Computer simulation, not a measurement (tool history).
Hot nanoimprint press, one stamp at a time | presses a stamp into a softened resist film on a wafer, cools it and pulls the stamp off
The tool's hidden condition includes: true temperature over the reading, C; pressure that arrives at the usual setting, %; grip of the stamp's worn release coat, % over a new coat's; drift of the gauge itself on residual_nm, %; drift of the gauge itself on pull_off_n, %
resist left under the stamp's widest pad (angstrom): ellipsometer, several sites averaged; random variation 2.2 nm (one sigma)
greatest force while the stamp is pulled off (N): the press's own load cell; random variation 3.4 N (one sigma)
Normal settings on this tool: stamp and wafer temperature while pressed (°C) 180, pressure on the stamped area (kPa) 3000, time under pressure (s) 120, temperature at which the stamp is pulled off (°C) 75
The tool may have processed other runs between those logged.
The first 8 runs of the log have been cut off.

run   hour  stamp and wafer temperature while pressed (°C)  pressure on the stamped area (kPa)  time under pressure (s)  temperature at which the stamp is pulled off (°C)  hours of work since the thermocouple was calibrated  imprints on the stamp's release coat  hours of work since the press's seals were changed  resist left under the stamp's widest pad (angstrom)  greatest force while the stamp is pulled off (N)
  9   83.2                                             180                                3170                      120                                                 75                                                  263                                  2060                                                 417                                                 3933                                               240
 10   97.1                                             180                                3170                      120                                                 75                                                  272                                  2092                                                 426                                                 3943                                               239
 11  102.9                                             180                                3000                      120                                                 75                                                  276                                  2105                                                 430                                                 4054                                               245
 12  109.5                                             180                                3000                      120                                                 75                                                  280                                  2120                                                 435                                                 4059                                               243
 13  120.4                                             180                                3000                      120                                                 75                                                  287                                  2146                                                 442                                                 4032                                               243
 14  128.9                                             180                                3000                      120                                                 75                                                  293                                  2165                                                 447                                                 4067                                               245
 15  138.3                                             180                                3000                      120                                                 75                                                  299                                  2187                                                 453                                                 4026                                               254
 16  152.2                                             180                                3000                      120                                                 75                                                  308                                  2219                                                 462                                                 4065                                               246
     155.9  -- plate thermocouple calibrated
 17  161.8                                             190                                1850                      119                                                 81                                                    4                                  2234                                                 467                                                 3994                                               242
 18  171.1                                             170                                3000                      120                                                 77                                                   10                                  2256                                                 473                                                 5199                                               237
 19  177.2                                             170                                3000                      100                                                 77                                                   14                                  2270                                                 477                                                 5339                                               252
     186.6  -- plate thermocouple calibrated, once more
 20  186.6                                             189                                4470                      113                                                 69                                                    0                                  2284                                                 481                                                 2666                                               254
 21  197.2                                             180                                2030                      120                                                 81                                                    7                                  2309                                                 488                                                 4677                                               234
 22  204.2                                             180                                2030                      120                                                 81                                                   12                                  2325                                                 493                                                 4615                                               224
 23  216.7                                             175                                2240                      120                                                 81                                                   20                                  2354                                                 501                                                 4934                                               237
 24  223.5                                             171                                3000                      120                                                 71                                                   24                                  2370                                                 505                                                 4946                                               256
     232.2  -- stamp cleaned and given a new release coat
 25  239.6                                             171                                3000                      193                                                 71                                                   31                                    17                                                 512                                                 4343                                               168
 26  252.1                                             175                                3000                       82                                                 75                                                   39                                    46                                                 520                                                 4950                                               163
 27  265.4                                             184                                3000                      120                                                 74                                                   48                                    76                                                 529                                                 3591                                               171
 28  271.2                                             184                                3000                      120                                                 74                                                   51                                    90                                                 532                                                 3623                                               165
 29    281                                             180                                3000                      195                                                 75                                                   58                                   112                                                 539                                                 3414                                               163
 30  287.3                                             180                                3000                      195                                                 75                                                   62                                   127                                                 543                                                 3435                                               160
 31  298.2                                             180                                3000                      224                                                 66                                                   69                                   152                                                 550                                                 3245                                               181

Below are 3 alternative next runs, each starting from the tool's condition after run 31. Predict each:
  A  306.8                                             180                                3000                      122                                                 66                                                   75                                   172                                                 556                                                    ?                                                 ?
  B  306.8                                             191                                3070                      120                                                 83                                                   75                                   172                                                 556                                                    ?                                                 ?
  C  306.8                                             169                                3000                      224                                                 66                                                   75                                   172                                                 556                                                    ?                                                 ?

run  resist left under the stamp's widest pad (angstrom)  greatest force while the stamp is pulled off (N)
  A                                                 3983                                               180
  B                                                 3004                                               160
  C                                                 4424                                               181
With no hidden state in the tool, these same runs would have given:
run  resist left under the stamp's widest pad (angstrom)  greatest force while the stamp is pulled off (N)
  A                                                 3891                                               173
  B                                                 2925                                               154
  C                                                 4325                                               175
